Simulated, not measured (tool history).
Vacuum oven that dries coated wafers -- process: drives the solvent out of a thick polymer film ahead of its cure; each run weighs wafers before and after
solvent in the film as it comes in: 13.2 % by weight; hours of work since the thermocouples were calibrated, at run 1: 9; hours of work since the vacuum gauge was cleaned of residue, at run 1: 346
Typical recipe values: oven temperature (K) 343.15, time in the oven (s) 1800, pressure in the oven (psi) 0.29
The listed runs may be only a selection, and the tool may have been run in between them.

run   hour  oven temperature (K)  time in the oven (s)  pressure in the oven (psi)  hours of work since the thermocouples were calibrated  hours of work since the vacuum gauge was cleaned of residue  solvent left in the film (%)
  1      0                343.15                  1800                        0.29                                                      9                                                          346                          1.71
  2   22.9                343.15                  1800                        0.29                                                     25                                                          362                          1.71
  3   43.3                343.15                  1800                        0.29                                                     39                                                          377                          1.73
  4   63.3                343.15                  1800                        0.29                                                     53                                                          390                          1.73
  5   83.8                343.15                  1800                        0.29                                                     67                                                          405                          1.72
  6  104.4                343.15                  1800                        0.29                                                     81                                                          419                          1.72
  7  123.1                343.15                  1800                       0.289                                                     94                                                          432                          1.72
  8  139.9                343.15                  1800                       0.289                                                    106                                                          444                          1.72
  9  157.8                343.15                  1800                       0.289                                                    118                                                          456                          1.72
 10  175.9                343.15                  1800                       0.289                                                    131                                                          469                          1.72
 11  193.7                343.15                  1320                        0.29                                                    143                                                          481                          2.27
 12  217.3                343.15                  1800                        0.29                                                    160                                                          497                          1.72
 13  238.6                343.15                  1800                        0.29                                                    175                                                          512                          1.73
 14  261.8                343.15                  1800                        0.29                                                    191                                                          528                           1.7
 15  276.8                343.15                  1800                       0.309                                                    201                                                          539                           1.8
 16  299.8                343.15                  3060                        0.29                                                    217                                                          555                          1.35
 17  317.6                343.15                  3060                        0.29                                                    229                                                          567                          1.37
 18  330.9                343.15                  1800                        0.29                                                    239                                                          576                          1.73
 19  354.8                343.15                  1860                       0.893                                                    255                                                          593                          4.35
 20  376.9                337.15                  3180                       0.236                                                    271                                                          608                          1.74
 21  396.8                339.15                  2340                        1.13                                                    284                                                          622                           6.4
 22  420.2                341.15                  1800                        0.29                                                    301                                                          638                          2.08
 23  440.5                341.15                  1800                        0.29                                                    315                                                          652                           2.1
 24  450.4                356.15                  1920                       0.181                                                    322                                                          659                           0.5
 25  461.8                347.15                  1860                       0.416                                                    330                                                          667                          1.72
 26  485.5                353.15                  1800                       0.283                                                    346                                                          684                          0.84
 27  508.9                340.15                  1800                       0.219                                                    362                                                          700                          1.96
 28    530                333.15                  1980                       0.827                                                    377                                                          715                          7.21
 29  543.1                331.15                  1800                       0.827                                                    386                                                          724                           8.2
 30  555.1                331.15                  1800                       0.827                                                    394                                                          732                          8.19
 31    566                335.15                  1800                       0.827                                                    402                                                          740                           6.6
 32  581.6                335.15                  1800                       0.827                                                    413                                                          750                           6.6
 33  600.6                347.15                  2040                       0.843                                                    426                                                          764                          3.31
 34  620.6                338.15                  1140                       0.815                                                    440                                                          777                          6.47
 35  643.8                346.15                  1800                       0.735                                                    456                                                          794                           3.1
 36  665.9                349.15                   960                       0.354                                                    471                                                          809                          1.85

Below are 3 alternative next runs, each starting from the tool's condition after run 36. Predict each:
  A   681                330.15                  3120                       0.408                                                    482                                                          819                             ?
  B   681                336.15                   900                       0.354                                                    482                                                          819                             ?
  C   681                349.15                  1440                       0.672                                                    482                                                          819                             ?

run  solvent left in the film (%)
  A                          4.68
  B                          5.89
  C                          2.51
What these runs would have given with no unlogged condition in the tool:
run  solvent left in the film (%)
  A                          4.67
  B                          5.89
  C                          2.51
